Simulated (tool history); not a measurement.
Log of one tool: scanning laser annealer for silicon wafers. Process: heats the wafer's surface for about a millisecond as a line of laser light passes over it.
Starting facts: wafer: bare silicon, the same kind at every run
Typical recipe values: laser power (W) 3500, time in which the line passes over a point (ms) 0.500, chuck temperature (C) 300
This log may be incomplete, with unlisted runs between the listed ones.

| run | day | laser power (W) | time in which the line passes over a point (ms) | chuck temperature (C) | highest temperature of the surface (C) |
|---|---|---|---|---|---|
| 1 | 0.000 | 3500 | 0.500 | 300 | 1102 |
|  | 1.575 | window over the wafer cleaned |
| 2 | 2.529 | 3500 | 0.521 | 300 | 1118 |
| 3 | 4.042 | 3500 | 0.521 | 300 | 1115 |
| 4 | 6.042 | 3500 | 0.521 | 300 | 1118 |
| 5 | 7.779 | 3500 | 0.500 | 300 | 1099 |
|  | 8.188 | optics aligned, line set to its width |
| 6 | 9.492 | 3500 | 0.500 | 300 | 1100 |
| 7 | 10.996 | 3500 | 0.500 | 300 | 1097 |
| 8 | 12.671 | 3500 | 0.500 | 300 | 1100 |
| 9 | 14.938 | 3500 | 0.500 | 300 | 1096 |
| 10 | 16.512 | 3500 | 0.500 | 300 | 1097 |
| 11 | 18.600 | 3328 | 0.500 | 300 | 1064 |
| 12 | 20.625 | 3328 | 0.500 | 300 | 1061 |
| 13 | 22.262 | 3328 | 0.500 | 300 | 1061 |
| 14 | 24.250 | 3500 | 0.500 | 300 | 1096 |
|  | 26.162 | window over the wafer cleaned |
| 15 | 26.162 | 3093 | 0.500 | 300 | 1014 |
| 16 | 28.554 | 3093 | 0.500 | 300 | 1013 |
| 17 | 29.992 | 3093 | 0.500 | 277 | 990 |
| 18 | 32.050 | 3093 | 0.500 | 277 | 988 |
| 19 | 34.500 | 3093 | 0.500 | 277 | 991 |
| 20 | 36.167 | 3093 | 0.500 | 277 | 990 |
| 21 | 37.533 | 3093 | 0.500 | 277 | 988 |
| 22 | 39.512 | 3300 | 0.500 | 281 | 1036 |
| 23 | 41.242 | 3300 | 0.500 | 281 | 1035 |
| 24 | 42.654 | 3345 | 0.406 | 307 | 997 |
| 25 | 44.667 | 3345 | 0.406 | 307 | 998 |
| 26 | 46.717 | 3345 | 0.406 | 307 | 999 |
| 27 | 48.033 | 3345 | 0.406 | 307 | 996 |
| 28 | 49.329 | 3391 | 0.370 | 316 | 983 |
|  | 50.650 | window over the wafer cleaned |
| 29 | 51.183 | 3697 | 0.407 | 272 | 1030 |
| 30 | 52.858 | 3697 | 0.407 | 272 | 1032 |
| 31 | 54.683 | 3679 | 0.407 | 316 | 1073 |
| 32 | 56.308 | 3679 | 0.407 | 330 | 1084 |
| 33 | 57.621 | 3679 | 0.407 | 330 | 1090 |
| 34 | 59.088 | 3442 | 0.444 | 263 | 1004 |
| 35 | 61.479 | 3442 | 0.503 | 263 | 1052 |
| 36 | 62.571 | 3233 | 0.500 | 320 | 1061 |

Alternative continuations, all from the tool just after run 36; predict every row:
| A | 63.792 | 3544 | 0.540 | 296 | ? |
| B | 63.792 | 3682 | 0.486 | 306 | ? |
| C | 63.792 | 3847 | 0.458 | 312 | ? |
| D | 63.792 | 3407 | 0.551 | 304 | ? |
| E | 63.792 | 3666 | 0.544 | 282 | ? |

| run | highest temperature of the surface (C) |
|---|---|
| A | 1132 |
| B | 1132 |
| C | 1145 |
| D | 1118 |
| E | 1151 |
With the hidden condition removed and each run's random variation left untouched, the same runs would have given:
| run | highest temperature of the surface (C) |
|---|---|
| A | 1133 |
| B | 1133 |
| C | 1146 |
| D | 1119 |
| E | 1152 |
